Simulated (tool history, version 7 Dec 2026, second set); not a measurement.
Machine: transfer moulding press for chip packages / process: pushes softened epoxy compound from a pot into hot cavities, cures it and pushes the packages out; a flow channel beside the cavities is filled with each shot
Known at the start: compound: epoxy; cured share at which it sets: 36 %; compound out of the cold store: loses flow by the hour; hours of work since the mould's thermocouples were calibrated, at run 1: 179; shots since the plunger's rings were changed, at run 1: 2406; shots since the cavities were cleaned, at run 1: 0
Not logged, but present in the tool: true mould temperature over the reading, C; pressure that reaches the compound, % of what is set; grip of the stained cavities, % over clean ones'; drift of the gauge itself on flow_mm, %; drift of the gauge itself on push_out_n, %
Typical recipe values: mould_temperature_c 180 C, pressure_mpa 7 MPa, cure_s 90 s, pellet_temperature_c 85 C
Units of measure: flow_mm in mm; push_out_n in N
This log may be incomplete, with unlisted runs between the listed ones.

run,day,mould_temperature_c,pressure_mpa,cure_s,pellet_temperature_c,hours of work since the mould's thermocouples were calibrated,shots since the plunger's rings were changed,shots since the cavities were cleaned,incoming compound's hours out of the cold store,flow_mm,push_out_n
1,0,180,7,90,85,179,2406,0,42.2,562,409
2,0.508,180,7,90,85,188,2568,162,18.6,591,542
3,1.021,180,7,90,85,197,2731,325,26.8,584,568
4,1.392,184,7,90,85,203,2849,443,35.3,557,537
5,1.817,180,5.7,90,85,210,2984,578,14.2,540,663
6,2.438,180,7,90,85,221,3182,776,29,575,713
# day 2.662: cavities cleaned with cleaning compound and waxed
7,2.896,180,7,90,85,227,3307,74,43.2,553,467
8,3.379,180,7,90,85,236,3461,228,29.2,572,542
9,3.983,180,7,97,85,246,3654,421,22.4,584,545
10,4.404,180,7,90,85,253,3786,553,40.4,557,625
11,5.121,180,6.77,95,93,265,4014,781,31.1,558,626
# day 5.279: cavities cleaned with cleaning compound and waxed
12,5.654,180,6.77,95,93,273,4165,119,19.7,573,453
13,6.096,181,8.46,119,83,281,4304,258,10.9,651,430
14,6.796,181,6.34,119,83,293,4527,481,31.2,538,458
15,7.488,181,6.34,119,83,305,4748,702,36.4,532,502
# day 7.771: mould's thermocouples calibrated
# day 7.996: cavities cleaned with cleaning compound and waxed
16,8.15,183,6.84,129,79,5,4912,50,20.9,561,336
17,8.658,183,5.6,88,86,14,5073,211,14.7,518,491
18,9.112,178,8.66,88,86,22,5219,357,15.6,654,715
19,9.475,178,8.66,88,86,28,5333,471,25.3,642,735
20,9.917,178,8.66,88,86,35,5474,612,34.8,625,749

Measured minus without-hidden-state, run by run (identical run-to-run variation in each term; gauge scatter may differ):
run,flow_mm,push_out_n
1,-10,+8
2,-11,+105
3,-12,+164
4,-12,+175
5,-12,+240
6,-13,+279
7,-14,+45
8,-15,+122
9,-16,+167
10,-15,+216
11,-17,+239
12,-18,+68
13,-20,+109
14,-18,+156
15,-18,+193
16,-22,+27
17,-20,+99
18,-26,+197
19,-27,+230
20,-27,+263
